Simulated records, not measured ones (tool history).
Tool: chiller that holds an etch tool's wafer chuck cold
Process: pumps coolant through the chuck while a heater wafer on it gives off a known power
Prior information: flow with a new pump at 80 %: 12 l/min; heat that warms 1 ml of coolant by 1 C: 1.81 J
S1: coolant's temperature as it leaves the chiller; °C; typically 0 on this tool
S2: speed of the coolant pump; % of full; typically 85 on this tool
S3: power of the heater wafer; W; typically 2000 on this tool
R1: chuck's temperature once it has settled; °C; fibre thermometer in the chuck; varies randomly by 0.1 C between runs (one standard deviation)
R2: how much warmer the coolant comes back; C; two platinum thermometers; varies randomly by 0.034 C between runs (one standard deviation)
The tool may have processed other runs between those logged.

{"run": 1, "day": 0.0, "S1": 0, "S2": 85, "S3": 2000, "R1": 18.7, "R2": 5.72}
{"run": 2, "day": 4.829, "S1": 0, "S2": 85, "S3": 2000, "R1": 18.7, "R2": 5.69}
{"run": 3, "day": 9.104, "S1": 0, "S2": 85, "S3": 2000, "R1": 18.8, "R2": 5.71}
{"run": 4, "day": 14.408, "S1": 0, "S2": 85, "S3": 2000, "R1": 19, "R2": 5.78}
{"run": 5, "day": 19.671, "S1": 0, "S2": 94, "S3": 2000, "R1": 17.7, "R2": 5.13}
{"run": 6, "day": 22.038, "S1": 0, "S2": 94, "S3": 2000, "R1": 17.8, "R2": 5.13}
{"run": 7, "day": 26.033, "S1": 0, "S2": 94, "S3": 2000, "R1": 18, "R2": 5.21}
{"day": 27.221, "done": "coolant changed, channels flushed"}
{"run": 8, "day": 31.092, "S1": 0, "S2": 94, "S3": 1620, "R1": 12.2, "R2": 4.19}
{"run": 9, "day": 33.362, "S1": 0, "S2": 94, "S3": 1620, "R1": 12.3, "R2": 4.23}
{"run": 10, "day": 37.942, "S1": 0, "S2": 85, "S3": 2000, "R1": 16.2, "R2": 5.84}
{"run": 11, "day": 40.633, "S1": 0, "S2": 73, "S3": 2000, "R1": 18.3, "R2": 6.88}
{"run": 12, "day": 44.038, "S1": 0, "S2": 73, "S3": 2000, "R1": 18.5, "R2": 6.89}
{"day": 45.95, "done": "chiller's thermometer calibrated"}
{"run": 13, "day": 47.517, "S1": 0, "S2": 85, "S3": 2000, "R1": 16.2, "R2": 5.86}
{"run": 14, "day": 50.592, "S1": 0, "S2": 85, "S3": 2000, "R1": 16.3, "R2": 5.87}
{"run": 15, "day": 54.992, "S1": 0, "S2": 85, "S3": 2000, "R1": 16.1, "R2": 5.91}
{"run": 16, "day": 57.908, "S1": 0, "S2": 85, "S3": 1417, "R1": 11.5, "R2": 4.19}
{"run": 17, "day": 63.288, "S1": -9, "S2": 95, "S3": 2000, "R1": 6.1, "R2": 5.33}
{"run": 18, "day": 68.162, "S1": 1, "S2": 64, "S3": 2000, "R1": 21.5, "R2": 8.13}
{"run": 19, "day": 72.475, "S1": 1, "S2": 73, "S3": 1746, "R1": 17.2, "R2": 6.16}
{"run": 20, "day": 76.0, "S1": 1, "S2": 73, "S3": 1746, "R1": 17.4, "R2": 6.17}
{"run": 21, "day": 80.65, "S1": 1, "S2": 73, "S3": 1746, "R1": 17.6, "R2": 6.14}
{"run": 22, "day": 84.588, "S1": 1, "S2": 81, "S3": 2500, "R1": 23, "R2": 7.88}
{"run": 23, "day": 89.883, "S1": 0, "S2": 87, "S3": 1831, "R1": 15.4, "R2": 5.46}
{"run": 24, "day": 92.625, "S1": -5, "S2": 85, "S3": 2000, "R1": 12.2, "R2": 6.08}
{"run": 25, "day": 95.342, "S1": -5, "S2": 85, "S3": 2000, "R1": 12.2, "R2": 6.08}
{"run": 26, "day": 99.675, "S1": 1, "S2": 85, "S3": 2000, "R1": 18.2, "R2": 6.18}
{"run": 27, "day": 102.317, "S1": 1, "S2": 85, "S3": 2000, "R1": 18.3, "R2": 6.09}
{"run": 28, "day": 106.729, "S1": 3, "S2": 60, "S3": 2000, "R1": 25.7, "R2": 9.02}
{"run": 29, "day": 111.767, "S1": 9, "S2": 71, "S3": 1240, "R1": 21.7, "R2": 4.66}
{"run": 30, "day": 114.838, "S1": -2, "S2": 71, "S3": 1867, "R1": 16.7, "R2": 6.97}
{"run": 31, "day": 118.462, "S1": -2, "S2": 84, "S3": 1096, "R1": 7.8, "R2": 3.41}
{"run": 32, "day": 123.558, "S1": -2, "S2": 89, "S3": 2827, "R1": 22.5, "R2": 8.26}

Consider 3 possible next runs. They are alternatives, not a sequence: every one starts from the tool as it was left by run 32. What does each give?
{"run": "A", "day": 127.458, "S1": -5, "S2": 89, "S3": 1328, "R1": "?", "R2": "?"}
{"run": "B", "day": 127.458, "S1": 0, "S2": 77, "S3": 2000, "R1": "?", "R2": "?"}
{"run": "C", "day": 127.458, "S1": 1, "S2": 68, "S3": 1774, "R1": "?", "R2": "?"}

run=A R1=6.6 R2=3.97
run=B R1=19.4 R2=6.91
run=C R1=19.9 R2=6.98
Without the tool's unlogged condition, the same runs would have read:
run=A R1=4.3 R2=3.31
run=B R1=15.7 R2=5.74
run=C R1=16.3 R2=5.79

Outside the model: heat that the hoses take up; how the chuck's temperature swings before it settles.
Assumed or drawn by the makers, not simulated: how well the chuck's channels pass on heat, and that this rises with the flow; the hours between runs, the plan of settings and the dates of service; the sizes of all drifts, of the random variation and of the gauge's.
